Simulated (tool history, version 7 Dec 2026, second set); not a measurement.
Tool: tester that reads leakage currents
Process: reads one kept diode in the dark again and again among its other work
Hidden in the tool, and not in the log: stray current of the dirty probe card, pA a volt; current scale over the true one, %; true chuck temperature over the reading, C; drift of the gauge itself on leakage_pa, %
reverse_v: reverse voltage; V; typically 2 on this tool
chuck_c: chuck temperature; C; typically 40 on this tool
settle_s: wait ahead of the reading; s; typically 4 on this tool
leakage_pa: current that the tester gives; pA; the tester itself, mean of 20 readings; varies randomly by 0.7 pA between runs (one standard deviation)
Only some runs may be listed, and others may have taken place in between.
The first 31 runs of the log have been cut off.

run,hour,reverse_v,chuck_c,settle_s,hours of work since the probe card was cleaned,hours of work since the tester was calibrated,hours of work since the chuck was calibrated,leakage_pa
32,5783.6,3.22,40,0.44,1447,4251,2110,274.4
# hour 5822.6: chuck's temperature calibrated
33,5902.2,3.22,40,0.44,1523,4327,52,309.02
34,6051.7,2,24,2.25,1621,4425,149,70.45
35,6211.4,2,23,4,1725,4529,254,65.34
36,6338.2,1.3,40,4,1808,4611,336,176.55
37,6549.1,1.3,40,4,1945,4749,474,175.01
38,6661.4,1.3,40,4,2019,4822,547,173.97
39,6830.4,6.98,40,8.81,2129,4933,658,470.09

Predict each of these 3 candidate next runs independently; none follows another, all start after run 39:
A,7007.2,2,48,1.97,2244,5048,773,?
B,7007.2,15.96,40,8.81,2244,5048,773,?
C,7007.2,6.98,40,0.32,2244,5048,773,?

run,leakage_pa
A,386.98
B,773.01
C,472.25
With no hidden state in the tool, these same runs would have given:
run,leakage_pa
A,403.86
B,782.48
C,483.87

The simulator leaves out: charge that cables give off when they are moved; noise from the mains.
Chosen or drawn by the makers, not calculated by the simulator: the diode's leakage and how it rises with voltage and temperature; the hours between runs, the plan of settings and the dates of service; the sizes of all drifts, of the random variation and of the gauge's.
